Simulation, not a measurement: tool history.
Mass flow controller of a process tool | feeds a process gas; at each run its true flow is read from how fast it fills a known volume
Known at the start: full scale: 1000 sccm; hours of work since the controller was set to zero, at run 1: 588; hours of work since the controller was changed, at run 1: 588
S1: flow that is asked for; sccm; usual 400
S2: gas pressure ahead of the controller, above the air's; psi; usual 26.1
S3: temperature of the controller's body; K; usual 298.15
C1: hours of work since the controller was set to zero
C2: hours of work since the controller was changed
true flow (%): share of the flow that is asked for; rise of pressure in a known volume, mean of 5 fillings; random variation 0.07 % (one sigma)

Run 1, day 0.000: usual settings; C1 588; C2 588. Result: true flow (%) 99.36.
Run 2, day 1.554: usual settings; C1 608; C2 608. Result: true flow (%) 99.45.
Run 3, day 3.888: usual settings; C1 637; C2 637. Result: true flow (%) 99.43.
Run 4, day 5.925: usual settings; C1 663; C2 663. Result: true flow (%) 99.36.
Run 5, day 9.012: usual settings but S1 191 sccm; C1 701; C2 701. Result: true flow (%) 99.38.
Run 6, day 10.717: usual settings but S1 191 sccm; C1 723; C2 723. Result: true flow (%) 99.42.
Run 7, day 13.925: usual settings but S1 191 sccm; C1 763; C2 763. Result: true flow (%) 99.45.
Run 8, day 15.962: usual settings but S1 191 sccm; C1 789; C2 789. Result: true flow (%) 99.51.
Run 9, day 18.288: usual settings but S1 191 sccm; C1 818; C2 818. Result: true flow (%) 99.41.
Run 10, day 20.717: usual settings but S2 23.4 psi; C1 849; C2 849. Result: true flow (%) 99.54.
Run 11, day 22.579: usual settings but S2 23.4 psi; C1 872; C2 872. Result: true flow (%) 99.52.
Run 12, day 24.650: usual settings but S2 32.6 psi; C1 898; C2 898. Result: true flow (%) 99.29.
Run 13, day 27.254: usual settings but S1 445 sccm, S2 32.6 psi; C1 931; C2 931. Result: true flow (%) 99.25.
Run 14, day 30.442: usual settings but S1 445 sccm, S2 32.6 psi; C1 971; C2 971. Result: true flow (%) 99.43.
Run 15, day 32.650: usual settings but S1 445 sccm, S2 32.6 psi; C1 999; C2 999. Result: true flow (%) 99.37.
Run 16, day 35.988: usual settings; C1 1041; C2 1041. Result: true flow (%) 99.48.
Run 17, day 38.854: usual settings; C1 1077; C2 1077. Result: true flow (%) 99.36.
Run 18, day 41.062: usual settings; C1 1105; C2 1105. Result: true flow (%) 99.52.
Run 19, day 43.221: usual settings; C1 1132; C2 1132. Result: true flow (%) 99.57.
Run 20, day 45.921: usual settings but S3 312.15 K; C1 1166; C2 1166. Result: true flow (%) 100.61.
Run 21, day 48.871: usual settings but S3 312.15 K; C1 1203; C2 1203. Result: true flow (%) 100.59.
Run 22, day 50.642: usual settings but S3 312.15 K; C1 1225; C2 1225. Result: true flow (%) 100.42.
Run 23, day 53.442: usual settings but S3 312.15 K; C1 1260; C2 1260. Result: true flow (%) 100.49.
Run 24, day 56.267: usual settings but S2 22.5 psi; C1 1296; C2 1296. Result: true flow (%) 99.48.
Run 25, day 58.896: usual settings but S1 349 sccm, S2 26.0 psi, S3 301.15 K; C1 1329; C2 1329. Result: true flow (%) 99.73.
Run 26, day 61.188: usual settings but S1 114 sccm, S2 40.5 psi, S3 310.15 K; C1 1358; C2 1358. Result: true flow (%) 100.80.
Run 27, day 62.650: usual settings but S1 982 sccm, S2 40.5 psi, S3 302.15 K; C1 1376; C2 1376. Result: true flow (%) 99.99.
Run 28, day 65.921: usual settings but S1 982 sccm, S2 40.5 psi, S3 302.15 K; C1 1417; C2 1417. Result: true flow (%) 100.01.
Run 29, day 67.933: usual settings but S1 982 sccm, S2 40.5 psi, S3 302.15 K; C1 1443; C2 1443. Result: true flow (%) 100.01.
Run 30, day 71.021: usual settings but S1 614 sccm; C1 1482; C2 1482. Result: true flow (%) 99.64.
Run 31, day 73.600: usual settings but S1 614 sccm, S2 22.9 psi, S3 293.15 K; C1 1514; C2 1514. Result: true flow (%) 99.42.
Run 32, day 75.446: usual settings but S1 430 sccm, S2 26.5 psi, S3 295.15 K; C1 1537; C2 1537. Result: true flow (%) 99.18.
Run 33, day 77.679: usual settings but S1 430 sccm, S2 26.5 psi, S3 295.15 K; C1 1565; C2 1565. Result: true flow (%) 99.24.
Run 34, day 79.633: usual settings but S3 305.15 K; C1 1590; C2 1590. Result: true flow (%) 100.04.
Run 35, day 81.283: usual settings but S1 246 sccm, S2 24.5 psi, S3 296.15 K; C1 1611; C2 1611. Result: true flow (%) 99.31.
Run 36, day 83.271: usual settings but S1 246 sccm, S2 24.5 psi, S3 296.15 K; C1 1636; C2 1636. Result: true flow (%) 99.44.
Run 37, day 86.321: usual settings but S1 246 sccm, S2 24.5 psi, S3 296.15 K; C1 1674; C2 1674. Result: true flow (%) 99.46.
Run 38, day 88.446: usual settings but S1 246 sccm, S2 24.5 psi, S3 296.15 K; C1 1701; C2 1701. Result: true flow (%) 99.45.
Run 39, day 89.992: usual settings but S1 246 sccm, S2 24.5 psi, S3 296.15 K; C1 1720; C2 1720. Result: true flow (%) 99.57.
Run 40, day 91.596: usual settings but S1 273 sccm; C1 1740; C2 1740. Result: true flow (%) 99.50.
Run 41, day 94.771: usual settings but S1 273 sccm; C1 1780; C2 1780. Result: true flow (%) 99.75.
Run 42, day 97.192: usual settings but S3 295.15 K; C1 1811; C2 1811. Result: true flow (%) 99.32.
Run 43, day 98.954: usual settings but S3 295.15 K; C1 1833; C2 1833. Result: true flow (%) 99.24.
Run 44, day 101.612: usual settings but S1 988 sccm, S2 39.2 psi, S3 295.15 K; C1 1866; C2 1866. Result: true flow (%) 99.42.
Run 45, day 104.517: usual settings but S1 988 sccm, S2 39.2 psi, S3 295.15 K; C1 1903; C2 1903. Result: true flow (%) 99.29.
Run 46, day 107.275: usual settings but S1 730 sccm, S3 294.15 K; C1 1938; C2 1938. Result: true flow (%) 99.55.
Run 47, day 109.650: usual settings but S1 730 sccm, S2 34.5 psi, S3 293.15 K; C1 1968; C2 1968. Result: true flow (%) 99.16.

The same runs without the tool's hidden state, with the same run-to-run variation:
The hidden state here: flow at rest that the sensor doesn't see, % of full scale; true flow over the shown one, %; drift of the gauge itself on true_pct, %.
run  true flow (%)
  1          99.14
  2          99.23
  3          99.21
  4          99.13
  5          98.89
  6          98.93
  7          98.94
  8          99.00
  9          98.89
 10          99.31
 11          99.29
 12          99.05
 13          99.04
 14          99.23
 15          99.17
 16          99.24
 17          99.12
 18          99.28
 19          99.33
 20         100.36
 21         100.35
 22         100.18
 23         100.25
 24          99.23
 25          99.43
 26          99.52
 27          99.99
 28         100.01
 29         100.02
 30          99.54
 31          99.32
 32          98.96
 33          99.01
 34          99.78
 35          98.75
 36          98.88
 37          98.88
 38          98.87
 39          98.98
 40          99.00
 41          99.24
 42          99.05
 43          98.98
 44          99.48
 45          99.36
 46          99.53
 47          99.15
